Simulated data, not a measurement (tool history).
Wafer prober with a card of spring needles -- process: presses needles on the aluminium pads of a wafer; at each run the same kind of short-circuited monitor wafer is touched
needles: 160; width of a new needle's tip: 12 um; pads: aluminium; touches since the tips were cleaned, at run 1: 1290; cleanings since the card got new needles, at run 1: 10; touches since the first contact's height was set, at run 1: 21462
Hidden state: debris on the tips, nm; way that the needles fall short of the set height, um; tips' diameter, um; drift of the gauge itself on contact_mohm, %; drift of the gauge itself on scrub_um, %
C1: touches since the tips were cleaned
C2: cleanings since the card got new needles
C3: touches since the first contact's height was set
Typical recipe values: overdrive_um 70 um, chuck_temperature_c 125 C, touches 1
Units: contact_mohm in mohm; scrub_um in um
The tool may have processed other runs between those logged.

run 1 day=0.000 | overdrive_um=70 chuck_temperature_c=125 touches=1 | C1=1290 C2=10 C3=21462 | contact_mohm=166 scrub_um=12.04
-- day=0.150 tips cleaned on abrasive film
-- day=0.558 tips cleaned on abrasive film
run 2 day=0.775 | overdrive_um=70 chuck_temperature_c=125 touches=1 | C1=1029 C2=12 C3=25109 | contact_mohm=163 scrub_um=11.97
-- day=0.912 tips cleaned on abrasive film
-- day=1.296 tips cleaned on abrasive film
run 3 day=1.608 | overdrive_um=70 chuck_temperature_c=125 touches=1 | C1=1491 C2=14 C3=29055 | contact_mohm=165 scrub_um=12.05
-- day=1.667 tips cleaned on abrasive film
-- day=2.100 tips cleaned on abrasive film
run 4 day=2.354 | overdrive_um=70 chuck_temperature_c=125 touches=1 | C1=1218 C2=16 C3=32569 | contact_mohm=166 scrub_um=12.06
-- day=2.467 tips cleaned on abrasive film
run 5 day=2.808 | overdrive_um=70 chuck_temperature_c=125 touches=1 | C1=1629 C2=17 C3=34715 | contact_mohm=166 scrub_um=11.99
-- day=2.900 tips cleaned on abrasive film
-- day=3.275 tips cleaned on abrasive film
run 6 day=3.412 | overdrive_um=70 chuck_temperature_c=125 touches=1 | C1=653 C2=19 C3=37555 | contact_mohm=164 scrub_um=12.04
-- day=3.654 tips cleaned on abrasive film
run 7 day=3.967 | overdrive_um=70 chuck_temperature_c=125 touches=1 | C1=1490 C2=20 C3=40174 | contact_mohm=168 scrub_um=12.08
-- day=4.029 tips cleaned on abrasive film
-- day=4.396 tips cleaned on abrasive film
run 8 day=4.400 | overdrive_um=70 chuck_temperature_c=27 touches=1 | C1=17 C2=22 C3=42196 | contact_mohm=148 scrub_um=12.07
-- day=4.775 tips cleaned on abrasive film
-- day=5.146 tips cleaned on abrasive film
run 9 day=5.146 | overdrive_um=70 chuck_temperature_c=27 touches=1 | C1=0 C2=24 C3=45717 | contact_mohm=149 scrub_um=12.13
-- day=5.521 tips cleaned on abrasive film
-- day=5.954 tips cleaned on abrasive film
run 10 day=6.042 | overdrive_um=70 chuck_temperature_c=112 touches=1 | C1=421 C2=26 C3=49953 | contact_mohm=163 scrub_um=12.05
-- day=6.354 tips cleaned on abrasive film
run 11 day=6.638 | overdrive_um=70 chuck_temperature_c=112 touches=1 | C1=1353 C2=27 C3=52776 | contact_mohm=164 scrub_um=12.08
-- day=6.775 tips cleaned on abrasive film
-- day=7.158 tips cleaned on abrasive film
run 12 day=7.271 | overdrive_um=70 chuck_temperature_c=112 touches=1 | C1=542 C2=29 C3=55762 | contact_mohm=161 scrub_um=12.08
-- day=7.525 tips cleaned on abrasive film
run 13 day=7.762 | overdrive_um=70 chuck_temperature_c=125 touches=1 | C1=1120 C2=30 C3=58071 | contact_mohm=167 scrub_um=12.02
-- day=7.904 tips cleaned on abrasive film
-- day=8.267 tips cleaned on abrasive film
-- day=8.667 tips cleaned on abrasive film
run 14 day=8.812 | overdrive_um=70 chuck_temperature_c=125 touches=1 | C1=683 C2=33 C3=63017 | contact_mohm=165 scrub_um=12.11
-- day=9.075 tips cleaned on abrasive film
-- day=9.446 tips cleaned on abrasive film
run 15 day=9.779 | overdrive_um=70 chuck_temperature_c=125 touches=1 | C1=1608 C2=35 C3=67604 | contact_mohm=165 scrub_um=12.04
-- day=9.838 tips cleaned on abrasive film
-- day=10.233 tips cleaned on abrasive film
run 16 day=10.558 | overdrive_um=70 chuck_temperature_c=125 touches=1 | C1=1550 C2=37 C3=71264 | contact_mohm=167 scrub_um=12.09
-- day=10.642 tips cleaned on abrasive film
-- day=11.033 tips cleaned on abrasive film
run 17 day=11.238 | overdrive_um=70 chuck_temperature_c=125 touches=1 | C1=974 C2=39 C3=74479 | contact_mohm=166 scrub_um=12.05
-- day=11.475 tips cleaned on abrasive film
-- day=11.846 tips cleaned on abrasive film
run 18 day=12.171 | overdrive_um=70 chuck_temperature_c=125 touches=1 | C1=1566 C2=41 C3=78888 | contact_mohm=163 scrub_um=12.05
-- day=12.258 tips cleaned on abrasive film
-- day=12.642 tips cleaned on abrasive film
run 19 day=12.725 | overdrive_um=70 chuck_temperature_c=115 touches=3 | C1=382 C2=43 C3=81475 | contact_mohm=164 scrub_um=12.08
-- day=13.042 tips cleaned on abrasive film
run 20 day=13.342 | overdrive_um=70 chuck_temperature_c=115 touches=3 | C1=1433 C2=44 C3=84403 | contact_mohm=164 scrub_um=12.04
-- day=13.417 tips cleaned on abrasive film
-- day=13.838 tips cleaned on abrasive film
run 21 day=14.117 | overdrive_um=70 chuck_temperature_c=115 touches=1 | C1=1333 C2=46 C3=88058 | contact_mohm=160 scrub_um=12.06
-- day=14.242 tips cleaned on abrasive film
-- day=14.617 tips cleaned on abrasive film
run 22 day=14.917 | overdrive_um=70 chuck_temperature_c=115 touches=1 | C1=1430 C2=48 C3=91825 | contact_mohm=165 scrub_um=12.06
-- day=15.025 tips cleaned on abrasive film
-- day=15.429 tips cleaned on abrasive film
run 23 day=15.704 | overdrive_um=70 chuck_temperature_c=115 touches=1 | C1=1308 C2=50 C3=95550 | contact_mohm=166 scrub_um=12.01
-- day=15.846 tips cleaned on abrasive film
-- day=16.225 tips cleaned on abrasive film
run 24 day=16.529 | overdrive_um=70 chuck_temperature_c=115 touches=1 | C1=1455 C2=52 C3=99447 | contact_mohm=162 scrub_um=12.04
-- day=16.608 tips cleaned on abrasive film
-- day=16.996 tips cleaned on abrasive film
run 25 day=17.125 | overdrive_um=55 chuck_temperature_c=56 touches=3 | C1=624 C2=54 C3=102245 | contact_mohm=158 scrub_um=9.44
-- day=17.383 tips cleaned on abrasive film
run 26 day=17.725 | overdrive_um=55 chuck_temperature_c=73 touches=1 | C1=1636 C2=55 C3=105087 | contact_mohm=163 scrub_um=9.47
-- day=17.812 tips cleaned on abrasive film
-- day=18.212 tips cleaned on abrasive film
-- day=18.638 tips cleaned on abrasive film
run 27 day=18.792 | overdrive_um=55 chuck_temperature_c=125 touches=3 | C1=740 C2=58 C3=110111 | contact_mohm=169 scrub_um=9.46
-- day=19.042 tips cleaned on abrasive film
-- day=19.408 tips cleaned on abrasive film
run 28 day=19.746 | overdrive_um=79 chuck_temperature_c=87 touches=2 | C1=1625 C2=60 C3=114628 | contact_mohm=156 scrub_um=13.65
-- day=19.825 tips cleaned on abrasive film
-- day=20.212 tips cleaned on abrasive film
run 29 day=20.396 | overdrive_um=79 chuck_temperature_c=87 touches=2 | C1=882 C2=62 C3=117690 | contact_mohm=157 scrub_um=13.61
-- day=20.625 tips cleaned on abrasive film
run 30 day=20.900 | overdrive_um=61 chuck_temperature_c=125 touches=3 | C1=1314 C2=63 C3=120061 | contact_mohm=169 scrub_um=10.41
-- day=21.050 tips cleaned on abrasive film
-- day=21.408 tips cleaned on abrasive film
run 31 day=21.638 | overdrive_um=68 chuck_temperature_c=34 touches=2 | C1=1084 C2=65 C3=123539 | contact_mohm=151 scrub_um=11.71
-- day=21.850 tips cleaned on abrasive film
-- day=22.225 tips cleaned on abrasive film
run 32 day=22.350 | overdrive_um=50 chuck_temperature_c=43 touches=1 | C1=597 C2=67 C3=126903 | contact_mohm=156 scrub_um=8.62

Below are 3 alternative next runs, each starting from the tool's condition after run 32. Predict each:
-- day=22.608 tips cleaned on abrasive film
-- day=23.000 tips cleaned on abrasive film
run A day=23.179 | overdrive_um=64 chuck_temperature_c=58 touches=2 | C1=847 C2=69 C3=130812 | contact_mohm=? scrub_um=?
-- day=22.608 tips cleaned on abrasive film
-- day=23.000 tips cleaned on abrasive film
run B day=23.179 | overdrive_um=70 chuck_temperature_c=80 touches=2 | C1=847 C2=69 C3=130812 | contact_mohm=? scrub_um=?
-- day=22.608 tips cleaned on abrasive film
-- day=23.000 tips cleaned on abrasive film
run C day=23.179 | overdrive_um=50 chuck_temperature_c=33 touches=2 | C1=847 C2=69 C3=130812 | contact_mohm=? scrub_um=?

run=A contact_mohm=155 scrub_um=11.00
run=B contact_mohm=157 scrub_um=12.07
run=C contact_mohm=153 scrub_um=8.65
With no hidden state in the tool, these same runs would have given:
run=A contact_mohm=155 scrub_um=11.00
run=B contact_mohm=156 scrub_um=12.07
run=C contact_mohm=153 scrub_um=8.65
